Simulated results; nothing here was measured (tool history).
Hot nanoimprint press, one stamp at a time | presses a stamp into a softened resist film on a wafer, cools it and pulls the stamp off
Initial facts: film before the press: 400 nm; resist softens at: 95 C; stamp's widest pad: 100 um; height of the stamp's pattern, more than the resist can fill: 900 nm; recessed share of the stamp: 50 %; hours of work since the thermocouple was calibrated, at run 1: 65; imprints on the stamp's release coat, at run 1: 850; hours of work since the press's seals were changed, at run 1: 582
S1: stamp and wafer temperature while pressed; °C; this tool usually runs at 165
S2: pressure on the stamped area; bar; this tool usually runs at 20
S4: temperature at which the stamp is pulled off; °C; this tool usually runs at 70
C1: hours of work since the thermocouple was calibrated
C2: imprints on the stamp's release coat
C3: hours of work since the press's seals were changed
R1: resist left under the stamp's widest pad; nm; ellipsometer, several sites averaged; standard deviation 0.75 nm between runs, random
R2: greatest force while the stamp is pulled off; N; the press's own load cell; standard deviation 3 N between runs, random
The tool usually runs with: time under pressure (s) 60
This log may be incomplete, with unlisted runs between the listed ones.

run 1 hour=0 | S1=165 S2=20 time_under_pressure_(s)=60 S4=70 | C1=65 C2=850 C3=582 | R1=163.9 R2=168
run 2 hour=53.4 | S1=165 S2=20 time_under_pressure_(s)=60 S4=70 | C1=103 C2=1126 C3=620 | R1=165.4 R2=180
run 3 hour=103 | S1=165 S2=20 time_under_pressure_(s)=60 S4=70 | C1=138 C2=1382 C3=655 | R1=164.8 R2=187
run 4 hour=163.4 | S1=165 S2=20 time_under_pressure_(s)=60 S4=70 | C1=181 C2=1694 C3=698 | R1=166.7 R2=197
run 5 hour=221.2 | S1=165 S2=20 time_under_pressure_(s)=60 S4=70 | C1=222 C2=1992 C3=739 | R1=168.2 R2=220
run 6 hour=279.7 | S1=165 S2=20 time_under_pressure_(s)=60 S4=69 | C1=264 C2=2294 C3=781 | R1=168.6 R2=216
-- hour=290.7 stamp cleaned and given a new release coat
run 7 hour=336.1 | S1=165 S2=22.3 time_under_pressure_(s)=60 S4=70 | C1=300 C2=234 C3=816 | R1=161.7 R2=148
run 8 hour=384.2 | S1=167 S2=22.3 time_under_pressure_(s)=60 S4=70 | C1=334 C2=482 C3=851 | R1=149 R2=152
-- hour=441.6 press's hydraulic seals changed and the load cell set to zero
run 9 hour=448.9 | S1=167 S2=22.3 time_under_pressure_(s)=60 S4=70 | C1=374 C2=775 C3=5 | R1=144.2 R2=167
-- hour=457.4 plate thermocouple calibrated
run 10 hour=481.4 | S1=158 S2=20 time_under_pressure_(s)=60 S4=60 | C1=17 C2=927 C3=26 | R1=236.4 R2=203
run 11 hour=511.8 | S1=176 S2=17.7 time_under_pressure_(s)=83 S4=57 | C1=39 C2=1084 C3=48 | R1=97.6 R2=226
run 12 hour=548.1 | S1=176 S2=17.7 time_under_pressure_(s)=52 S4=57 | C1=65 C2=1271 C3=74 | R1=117.4 R2=237
run 13 hour=592.6 | S1=176 S2=17.7 time_under_pressure_(s)=52 S4=57 | C1=96 C2=1501 C3=105 | R1=117.7 R2=246
run 14 hour=620.4 | S1=169 S2=20 time_under_pressure_(s)=43 S4=75 | C1=116 C2=1644 C3=125 | R1=164 R2=185
run 15 hour=674.4 | S1=158 S2=20 time_under_pressure_(s)=60 S4=70 | C1=154 C2=1923 C3=163 | R1=242.2 R2=213
run 16 hour=712.9 | S1=158 S2=20 time_under_pressure_(s)=60 S4=70 | C1=182 C2=2122 C3=191 | R1=243.6 R2=215
-- hour=755.5 stamp cleaned and given a new release coat
run 17 hour=767.2 | S1=158 S2=20 time_under_pressure_(s)=60 S4=70 | C1=216 C2=60 C3=225 | R1=246.3 R2=149
-- hour=801.4 plate thermocouple calibrated, once more
run 18 hour=806.1 | S1=158 S2=20 time_under_pressure_(s)=60 S4=70 | C1=3 C2=246 C3=251 | R1=223.7 R2=146

Forecast each of these 3 alternatives for the next run:
run A hour=840.3 | S1=173 S2=20 time_under_pressure_(s)=60 S4=77 | C1=28 C2=422 C3=275 | R1=? R2=?
run B hour=840.3 | S1=165 S2=13.8 time_under_pressure_(s)=68 S4=70 | C1=28 C2=422 C3=275 | R1=? R2=?
run C hour=840.3 | S1=167 S2=20 time_under_pressure_(s)=60 S4=70 | C1=28 C2=422 C3=275 | R1=? R2=?

run=A R1=112 R2=133
run=B R1=187.9 R2=151
run=C R1=147.1 R2=150
Had the tool no hidden state, the same runs would have come out as:
run=A R1=109.2 R2=120
run=B R1=183.9 R2=136
run=C R1=143.4 R2=136
